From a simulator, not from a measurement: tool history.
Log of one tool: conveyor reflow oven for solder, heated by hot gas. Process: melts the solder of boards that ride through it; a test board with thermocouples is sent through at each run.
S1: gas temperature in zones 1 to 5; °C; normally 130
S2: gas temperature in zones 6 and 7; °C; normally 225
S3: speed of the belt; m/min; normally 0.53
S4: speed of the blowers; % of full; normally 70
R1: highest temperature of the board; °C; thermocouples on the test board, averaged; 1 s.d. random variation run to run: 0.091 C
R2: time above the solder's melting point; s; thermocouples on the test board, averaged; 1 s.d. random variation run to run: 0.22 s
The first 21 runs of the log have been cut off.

run 22 hour=182.2 | S1=129 S2=230 S3=0.47 S4=70 | R1=214.46 R2=70.2
run 23 hour=194.1 | S1=130 S2=225 S3=0.426 S4=58 | R1=209.92 R2=71.9
run 24 hour=200.3 | S1=130 S2=225 S3=0.426 S4=58 | R1=210.09 R2=72.7
run 25 hour=210.1 | S1=130 S2=233 S3=0.53 S4=70 | R1=212.9 R2=60.2
run 26 hour=215.2 | S1=130 S2=217 S3=0.551 S4=80 | R1=201 R2=43.5
run 27 hour=222.3 | S1=121 S2=232 S3=0.524 S4=70 | R1=210.73 R2=55.2
run 28 hour=231.5 | S1=121 S2=232 S3=0.524 S4=70 | R1=210.89 R2=55.1
run 29 hour=240.6 | S1=121 S2=232 S3=0.524 S4=70 | R1=210.62 R2=54.9
run 30 hour=249.4 | S1=121 S2=225 S3=0.53 S4=50 | R1=196.28 R2=31.1

Alternative continuations, all from the tool just after run 30; predict every row:
run A hour=258 | S1=124 S2=230 S3=0.53 S4=74 | R1=? R2=?
run B hour=258 | S1=121 S2=225 S3=0.47 S4=50 | R1=? R2=?
run C hour=258 | S1=115 S2=225 S3=0.53 S4=72 | R1=? R2=?
run D hour=258 | S1=130 S2=225 S3=0.425 S4=70 | R1=? R2=?

run=A R1=210.39 R2=55.3
run=B R1=201.34 R2=46.9
run=C R1=203.53 R2=44
run=D R1=213.27 R2=78
Stripped of hidden state, with their random variation kept, the same runs would have yielded:
run=A R1=209.92 R2=54.4
run=B R1=200.57 R2=45.2
run=C R1=203.09 R2=43.2
run=D R1=212.49 R2=76.5

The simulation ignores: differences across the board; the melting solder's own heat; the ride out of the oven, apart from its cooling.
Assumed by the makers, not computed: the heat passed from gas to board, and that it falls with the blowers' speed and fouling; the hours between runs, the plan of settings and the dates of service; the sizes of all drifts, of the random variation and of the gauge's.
